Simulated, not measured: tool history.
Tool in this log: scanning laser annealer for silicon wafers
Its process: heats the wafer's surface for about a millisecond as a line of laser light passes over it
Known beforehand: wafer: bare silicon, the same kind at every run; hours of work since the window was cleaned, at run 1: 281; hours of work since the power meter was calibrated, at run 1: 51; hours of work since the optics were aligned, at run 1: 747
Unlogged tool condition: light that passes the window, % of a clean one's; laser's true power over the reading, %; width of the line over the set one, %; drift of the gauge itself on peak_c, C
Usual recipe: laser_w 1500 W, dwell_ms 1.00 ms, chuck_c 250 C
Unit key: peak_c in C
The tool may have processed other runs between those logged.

| run | hour | laser_w | dwell_ms | chuck_c | hours of work since the window was cleaned | hours of work since the power meter was calibrated | hours of work since the optics were aligned | peak_c |
|---|---|---|---|---|---|---|---|---|
| 1 | 0.0 | 1500 | 1.00 | 250 | 281 | 51 | 747 | 945 |
| 2 | 23.1 | 1500 | 1.00 | 250 | 293 | 63 | 758 | 944 |
| 3 | 49.8 | 1500 | 1.00 | 250 | 306 | 76 | 771 | 944 |
| 4 | 65.0 | 1500 | 1.00 | 250 | 313 | 83 | 779 | 941 |
| 5 | 92.7 | 1500 | 1.15 | 250 | 327 | 97 | 793 | 995 |
| 6 | 114.3 | 1500 | 1.15 | 250 | 338 | 108 | 803 | 994 |
| 7 | 133.6 | 1500 | 1.15 | 250 | 347 | 117 | 813 | 990 |
| 8 | 153.9 | 1500 | 1.15 | 250 | 358 | 128 | 823 | 992 |
| 9 | 181.7 | 1500 | 1.15 | 250 | 371 | 141 | 837 | 989 |
| 10 | 199.8 | 1500 | 1.15 | 250 | 380 | 150 | 846 | 989 |
| 11 | 216.9 | 1500 | 1.00 | 250 | 389 | 159 | 854 | 934 |
| 12 | 239.6 | 1500 | 1.00 | 250 | 400 | 170 | 866 | 931 |
| 13 | 259.9 | 1500 | 1.00 | 250 | 410 | 180 | 876 | 931 |
|  | 286.8 | window over the wafer cleaned |
| 14 | 290.4 | 1500 | 1.00 | 250 | 2 | 194 | 890 | 968 |
| 15 | 309.3 | 1379 | 1.00 | 250 | 11 | 204 | 899 | 908 |
| 16 | 336.7 | 1379 | 1.00 | 250 | 25 | 217 | 913 | 904 |
| 17 | 362.7 | 1379 | 1.00 | 250 | 38 | 230 | 926 | 904 |
| 18 | 389.3 | 1379 | 1.00 | 250 | 51 | 244 | 939 | 904 |
|  | 396.0 | optics aligned, line set to its width |
| 19 | 408.0 | 1379 | 1.00 | 250 | 58 | 250 | 6 | 898 |
| 20 | 424.0 | 1500 | 1.00 | 250 | 66 | 258 | 14 | 955 |
| 21 | 440.0 | 1500 | 1.00 | 250 | 74 | 266 | 22 | 953 |
|  | 448.9 | optics aligned, line set to its width, once more |
| 22 | 471.9 | 1500 | 1.15 | 250 | 87 | 280 | 11 | 1017 |
| 23 | 486.8 | 1385 | 1.15 | 250 | 94 | 287 | 19 | 962 |
| 24 | 501.2 | 1508 | 1.00 | 250 | 102 | 294 | 26 | 966 |
| 25 | 513.6 | 1500 | 1.00 | 254 | 108 | 300 | 32 | 967 |
| 26 | 539.0 | 1500 | 1.00 | 250 | 120 | 313 | 45 | 964 |
| 27 | 558.5 | 1496 | 0.79 | 275 | 130 | 323 | 54 | 897 |
| 28 | 576.1 | 1496 | 0.79 | 275 | 139 | 332 | 63 | 899 |
| 29 | 593.5 | 1462 | 0.71 | 213 | 148 | 340 | 72 | 784 |
| 30 | 619.1 | 1500 | 1.10 | 218 | 160 | 353 | 85 | 964 |
| 31 | 643.8 | 1607 | 0.82 | 289 | 172 | 365 | 97 | 967 |
| 32 | 658.7 | 1431 | 0.74 | 212 | 180 | 373 | 104 | 783 |
| 33 | 674.5 | 1431 | 0.74 | 212 | 188 | 380 | 112 | 786 |
| 34 | 696.2 | 1413 | 0.76 | 212 | 199 | 391 | 123 | 787 |
| 35 | 713.7 | 1413 | 0.76 | 212 | 207 | 400 | 132 | 782 |
| 36 | 731.3 | 1549 | 0.97 | 262 | 216 | 409 | 140 | 973 |
| 37 | 750.7 | 1549 | 0.97 | 262 | 226 | 418 | 150 | 973 |
| 38 | 772.9 | 1282 | 1.00 | 242 | 237 | 429 | 161 | 842 |

Run 39 comes next. What will it give?
| 39 | 797.0 | 1500 | 0.92 | 211 | 249 | 441 | 173 | ? |

Run 39 came out at peak_c 879 C.
With the hidden condition absent and the run-to-run variation left alone, this run would have shown peak_c 906 C.
